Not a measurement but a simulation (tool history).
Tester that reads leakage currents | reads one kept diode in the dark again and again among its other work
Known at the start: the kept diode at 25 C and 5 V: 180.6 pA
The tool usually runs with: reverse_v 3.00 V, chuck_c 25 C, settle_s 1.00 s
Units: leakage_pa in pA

run   hour  reverse_v  chuck_c  settle_s  leakage_pa
  1    0.0       3.00       25      1.00      117.45
  2   58.2       5.29       25      1.00      156.73
  3  105.6       5.29       25      1.00      156.98
  4  160.1       5.29       25      1.00      157.14
  5  225.6       5.29       25      1.00      191.25
  6  293.8       3.00       25      1.10      142.76
  7  370.4       3.00       25      1.10      142.34
  8  432.8       1.75       25      1.00      107.75
  9  499.3       1.43       35      0.55      225.50
 10  580.2       6.40       50      0.48     1514.38
 11  620.4       3.00       27      1.26      166.96
 12  671.0       3.00       27      1.26      165.52
 13  729.8       3.00       47      4.51      821.73
 14  818.9       5.64       47      0.33     1127.40
 15  885.9       1.01       25      1.00       79.79

Put back what was entered between runs (1 entry, withheld): which listed runs does each sit between, and how does the hidden state differ from the listed run before to the listed run after?
Between runs 4 and 5: chuck's temperature calibrated (hour 175.9)
  stray current of the dirty probe card, pA a volt: 0.526 -> 0.562; current scale over the true one, %: 0.08 -> 0.09; true chuck temperature over the reading, C: -2.3 -> 0.03
  measured result minus the result with no hidden state, leakage_pa: -31.34 -> +3.50 pA

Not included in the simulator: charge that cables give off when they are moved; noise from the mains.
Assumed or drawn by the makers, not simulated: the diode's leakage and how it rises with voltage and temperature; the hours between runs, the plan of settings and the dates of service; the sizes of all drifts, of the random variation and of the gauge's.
